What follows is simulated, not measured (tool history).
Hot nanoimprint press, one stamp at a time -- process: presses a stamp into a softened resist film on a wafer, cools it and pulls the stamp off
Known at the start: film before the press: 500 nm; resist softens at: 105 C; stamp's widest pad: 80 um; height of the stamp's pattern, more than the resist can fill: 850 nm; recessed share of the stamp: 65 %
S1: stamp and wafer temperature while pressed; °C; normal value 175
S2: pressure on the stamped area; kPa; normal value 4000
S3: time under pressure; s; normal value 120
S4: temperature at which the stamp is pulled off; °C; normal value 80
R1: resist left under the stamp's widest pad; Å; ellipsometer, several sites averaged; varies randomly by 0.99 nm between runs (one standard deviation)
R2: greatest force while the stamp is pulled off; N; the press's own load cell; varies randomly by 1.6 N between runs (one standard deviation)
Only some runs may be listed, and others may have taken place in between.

Run 1, hour 0: usual settings. Result: R1 2099 Å, R2 157 N.
Run 2, hour 10.3: usual settings. Result: R1 2086 Å, R2 156 N.
Run 3, hour 17: usual settings. Result: R1 2083 Å, R2 155 N.
Run 4, hour 25.2: usual settings. Result: R1 2085 Å, R2 157 N.
At hour 30.2: plate thermocouple calibrated.
Run 5, hour 33: usual settings. Result: R1 2076 Å, R2 156 N.
Run 6, hour 38.6: usual settings. Result: R1 2088 Å, R2 155 N.
At hour 53.1: stamp cleaned and given a new release coat.
Run 7, hour 54.6: usual settings. Result: R1 2070 Å, R2 156 N.
Run 8, hour 61.6: usual settings but S3 78 s. Result: R1 2424 Å, R2 157 N.
Run 9, hour 68.8: usual settings but S3 78 s. Result: R1 2431 Å, R2 153 N.
Run 10, hour 78.9: usual settings but S2 3890 kPa, S3 78 s. Result: R1 2450 Å, R2 156 N.
Run 11, hour 88.1: usual settings but S2 3890 kPa, S3 78 s. Result: R1 2473 Å, R2 157 N.
Run 12, hour 96.6: usual settings but S4 85 °C. Result: R1 2067 Å, R2 139 N.
Run 13, hour 106.1: usual settings but S4 85 °C. Result: R1 2049 Å, R2 139 N.
At hour 110.5: gauge calibrated.
Run 14, hour 114.5: usual settings but S4 79 °C. Result: R1 2094 Å, R2 158 N.
Run 15, hour 122.9: usual settings but S2 2900 kPa, S3 185 s. Result: R1 2036 Å, R2 154 N.
Run 16, hour 132.4: usual settings but S2 5210 kPa, S4 77 °C. Result: R1 1846 Å, R2 167 N.
Run 17, hour 142.6: usual settings but S2 5210 kPa, S3 73 s, S4 85 °C. Result: R1 2218 Å, R2 140 N.
Run 18, hour 153: usual settings but S1 180 °C, S2 4170 kPa, S3 230 s, S4 86 °C. Result: R1 1232 Å, R2 135 N.
Run 19, hour 161.9: usual settings but S1 180 °C, S2 4170 kPa, S3 230 s, S4 87 °C. Result: R1 1221 Å, R2 132 N.
Run 20, hour 171.7: usual settings but S1 180 °C, S2 4170 kPa, S3 230 s, S4 87 °C. Result: R1 1218 Å, R2 132 N.
Run 21, hour 178.2: usual settings but S1 180 °C, S2 4170 kPa, S3 230 s, S4 87 °C. Result: R1 1226 Å, R2 134 N.
Run 22, hour 183.6: usual settings but S1 167 °C, S2 4830 kPa. Result: R1 2725 Å, R2 157 N.
Run 23, hour 192.7: usual settings but S2 2600 kPa, S3 66 s, S4 79 °C. Result: R1 3024 Å, R2 160 N.
Run 24, hour 199.4: usual settings but S2 3840 kPa, S3 146 s, S4 79 °C. Result: R1 1918 Å, R2 162 N.
At hour 211.3: stamp cleaned and given a new release coat.
Run 25, hour 212.5: usual settings but S4 84 °C. Result: R1 2022 Å, R2 142 N.
Run 26, hour 217.6: usual settings but S2 5080 kPa, S4 86 °C. Result: R1 1835 Å, R2 133 N.
Run 27, hour 223.2: usual settings but S2 4240 kPa, S3 78 s. Result: R1 2346 Å, R2 155 N.
Run 28, hour 230.6: usual settings but S2 4240 kPa, S3 78 s. Result: R1 2352 Å, R2 154 N.

Some steps in R1, run to run, broken into two amounts with sign: the step expected even without the hidden condition (settings, incoming material, random variation), and the rest, left for the hidden condition together with whatever gauge scatter is not in both the measured and the hidden-condition-free result:
The hidden state here: true temperature over the reading, C; pressure that arrives at the usual setting, %; grip of the stamp's worn release coat, % over a new coat's; drift of the gauge itself on residual_nm, %; drift of the gauge itself on pull_off_n, %.
Run 13 -> 14: S4 85 -> 79, gauge calibrated. R1 +45 Å: hidden state +43, all else +2.
Run 21 -> 22: S1 180 -> 167, S2 4170 -> 4830, S3 230 -> 120, S4 87 -> 80. R1 +1499 Å: hidden state -29, all else +1528.
Run 23 -> 24: S2 2600 -> 3840, S3 66 -> 146. R1 -1106 Å: hidden state +19, all else -1125.

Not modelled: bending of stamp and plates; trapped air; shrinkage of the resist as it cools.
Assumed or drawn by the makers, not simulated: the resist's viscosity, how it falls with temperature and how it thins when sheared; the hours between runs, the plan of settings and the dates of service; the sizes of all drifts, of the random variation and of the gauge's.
